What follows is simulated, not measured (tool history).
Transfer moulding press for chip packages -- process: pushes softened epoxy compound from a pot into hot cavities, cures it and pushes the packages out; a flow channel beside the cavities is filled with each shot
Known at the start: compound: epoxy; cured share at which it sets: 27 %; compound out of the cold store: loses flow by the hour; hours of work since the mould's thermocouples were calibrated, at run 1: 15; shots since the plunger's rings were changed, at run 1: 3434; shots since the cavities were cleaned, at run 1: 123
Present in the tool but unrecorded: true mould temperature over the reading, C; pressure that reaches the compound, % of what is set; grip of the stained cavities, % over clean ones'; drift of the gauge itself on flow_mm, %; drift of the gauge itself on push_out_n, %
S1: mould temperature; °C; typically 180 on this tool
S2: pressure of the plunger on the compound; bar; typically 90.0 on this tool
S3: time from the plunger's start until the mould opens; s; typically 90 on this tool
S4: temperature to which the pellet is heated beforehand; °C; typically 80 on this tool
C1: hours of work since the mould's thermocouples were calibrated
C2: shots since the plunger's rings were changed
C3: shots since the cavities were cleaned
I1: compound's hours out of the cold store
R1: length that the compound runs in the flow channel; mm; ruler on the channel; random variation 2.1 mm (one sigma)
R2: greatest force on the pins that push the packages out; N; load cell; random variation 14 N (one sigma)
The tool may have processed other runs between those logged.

run,day,S1,S2,S3,S4,C1,C2,C3,I1,R1,R2
1,0.000,180,90.0,90,80,15,3434,123,15.7,560,818
2,0.617,180,90.0,90,80,26,3645,334,28.9,520,870
# day 1.358: plunger's sealing rings changed
# day 1.654: cavities cleaned with cleaning compound and waxed
3,2.033,180,90.0,90,80,49,209,129,47.5,497,730
4,3.358,180,90.0,90,86,73,662,582,13.4,592,970
# day 3.571: cavities cleaned with cleaning compound and waxed
5,4.758,180,90.0,90,86,98,1120,407,16.3,575,889
# day 5.517: cavities cleaned with cleaning compound and waxed
6,5.900,180,90.0,90,86,117,1487,130,40.6,508,750
7,6.625,180,90.0,90,86,131,1735,378,34.5,522,866
8,7.329,180,90.0,90,86,143,1976,619,17.6,564,951
# day 7.475: cavities cleaned with cleaning compound and waxed
9,8.021,180,90.0,90,86,155,2190,186,40.2,499,768
10,8.662,180,90.0,90,76,167,2409,405,43.5,492,893
# day 9.388: cavities cleaned with cleaning compound and waxed
11,9.446,180,90.0,90,80,180,2655,19,14.1,571,769
12,10.854,180,90.0,90,80,205,3137,501,9.5,576,992
# day 11.367: cavities cleaned with cleaning compound and waxed
13,12.196,173,90.0,90,80,229,3573,283,33.4,520,1296
# day 13.229: plunger's sealing rings changed
# day 13.429: cavities cleaned with cleaning compound and waxed
14,13.642,180,90.0,90,72,252,119,73,45.1,513,735
15,14.379,180,96.4,113,81,266,372,326,37.6,548,603
# day 15.354: cavities cleaned with cleaning compound and waxed
16,15.354,180,96.4,113,81,282,683,0,34.7,547,478
17,16.062,180,85.1,90,78,295,924,241,40.5,496,805
18,16.700,180,85.1,90,78,307,1143,460,34.5,506,884
# day 17.296: cavities cleaned with cleaning compound and waxed
19,17.512,184,81.7,86,89,320,1398,74,42.3,475,617
20,18.429,180,87.5,87,75,337,1712,388,40.4,503,1001
# day 19.217: cavities cleaned with cleaning compound and waxed
21,19.900,180,87.5,87,75,363,2193,234,22.6,541,922
# day 21.183: cavities cleaned with cleaning compound and waxed
22,21.200,180,96.2,90,87,385,2615,5,21.6,566,710
23,22.033,175,77.2,90,80,401,2899,289,8.4,550,1329
24,22.921,175,77.2,90,80,417,3203,593,31.3,489,1332
# day 23.196: cavities cleaned with cleaning compound and waxed
25,23.825,180,108.7,75,74,432,3490,215,45.4,524,1182
# day 25.017: plunger's sealing rings changed
# day 25.279: cavities cleaned with cleaning compound and waxed
26,25.400,180,108.7,75,74,458,109,41,11.8,661,1260
27,26.583,177,108.7,75,74,479,513,445,38.4,581,1757
# day 27.192: cavities cleaned with cleaning compound and waxed
28,27.467,177,108.7,75,74,494,793,93,17.1,644,1549

Each row is a separate what-if for the run after 28, all from the same tool condition, not one after another. Results?
A,28.550,183,108.7,75,81,514,1164,464,47.5,?,?
B,28.550,180,99.1,88,75,514,1164,464,27.8,?,?
C,28.550,174,80.2,75,74,514,1164,464,23.3,?,?

run,R1,R2
A,536,1103
B,569,989
C,540,2053
Without the tool's unlogged condition, the same runs would have read:
run,R1,R2
A,547,812
B,581,729
C,551,1530

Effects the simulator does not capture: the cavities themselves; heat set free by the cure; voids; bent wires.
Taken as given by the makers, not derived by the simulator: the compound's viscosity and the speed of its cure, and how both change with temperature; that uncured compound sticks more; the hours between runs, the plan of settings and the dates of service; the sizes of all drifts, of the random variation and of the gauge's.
